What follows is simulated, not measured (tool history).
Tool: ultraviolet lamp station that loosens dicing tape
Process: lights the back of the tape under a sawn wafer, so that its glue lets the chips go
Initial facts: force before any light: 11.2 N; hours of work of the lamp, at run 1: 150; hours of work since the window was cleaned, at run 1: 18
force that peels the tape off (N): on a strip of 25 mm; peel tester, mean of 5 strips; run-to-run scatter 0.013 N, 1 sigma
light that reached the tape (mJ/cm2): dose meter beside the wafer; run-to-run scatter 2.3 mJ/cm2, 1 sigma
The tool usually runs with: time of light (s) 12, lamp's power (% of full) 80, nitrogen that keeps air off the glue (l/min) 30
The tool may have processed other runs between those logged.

run   hour  time of light (s)  lamp's power (% of full)  nitrogen that keeps air off the glue (l/min)  hours of work of the lamp  hours of work since the window was cleaned  force that peels the tape off (N)  light that reached the tape (mJ/cm2)
  1    0.0                 12                        80                                            30                        150                                          18                              0.647                                   214
  2    5.1                 12                        80                                            30                        154                                          22                              0.655                                   214
  3   13.4                 12                        80                                            42                        160                                          28                              0.544                                   213
  4   18.6                 12                        80                                            30                        164                                          32                              0.683                                   212
  5   25.0                 12                        80                                            30                        169                                          37                              0.694                                   210
  6   32.3                 12                        80                                            30                        174                                          42                              0.687                                   210
  7   40.9                 12                        80                                            30                        181                                          49                              0.682                                   210
  8   49.8                 12                        90                                            30                        188                                          55                              0.513                                   235
  9   54.4                 12                        90                                            30                        191                                          59                              0.542                                   232
 10   60.0                 12                        90                                            30                        195                                          63                              0.532                                   236
 11   68.0                 12                        90                                            30                        201                                          69                              0.543                                   233
 12   75.3                 12                        90                                            30                        207                                          74                              0.529                                   235
 13   80.6                 12                        80                                            30                        210                                          78                              0.725                                   209
 14   84.7                 12                        80                                            30                        214                                          81                              0.710                                   207
 15   89.8                 12                        80                                            55                        217                                          85                              0.439                                   209
      90.7  -- window cleaned of glue's vapour
 16   94.3                  8                        80                                            55                        220                                           3                              1.150                                   138
 17  100.0                  8                        80                                            55                        225                                           7                              1.136                                   138
     106.5  -- window cleaned of glue's vapour, once more
 18  107.6                  8                        80                                            55                        230                                           1                              1.074                                   143
 19  112.6                  7                        80                                            30                        234                                           4                              2.062                                   122
 20  117.7                  7                        80                                            30                        237                                           8                              2.093                                   123
 21  124.1                 17                        60                                            44                        242                                          13                              0.448                                   221
 22  131.5                 18                        74                                            20                        248                                          19                              0.465                                   289
 23  140.6                 17                        71                                            46                        254                                          25                              0.321                                   262
 24  147.3                 17                        71                                            46                        259                                          30                              0.308                                   258
 25  151.8                 21                        95                                            10                        263                                          34                              0.345                                   433

Run 26 is up next; what results do you expect?
 26  156.6                 21                        95                                            10                        266                                          37                                  ?                                     ?

force that peels the tape off (N): 0.362
light that reached the tape (mJ/cm2): 431
Minus the tool's unlogged condition, the same run would have read force that peels the tape off (N) 0.314, light that reached the tape (mJ/cm2) 461.
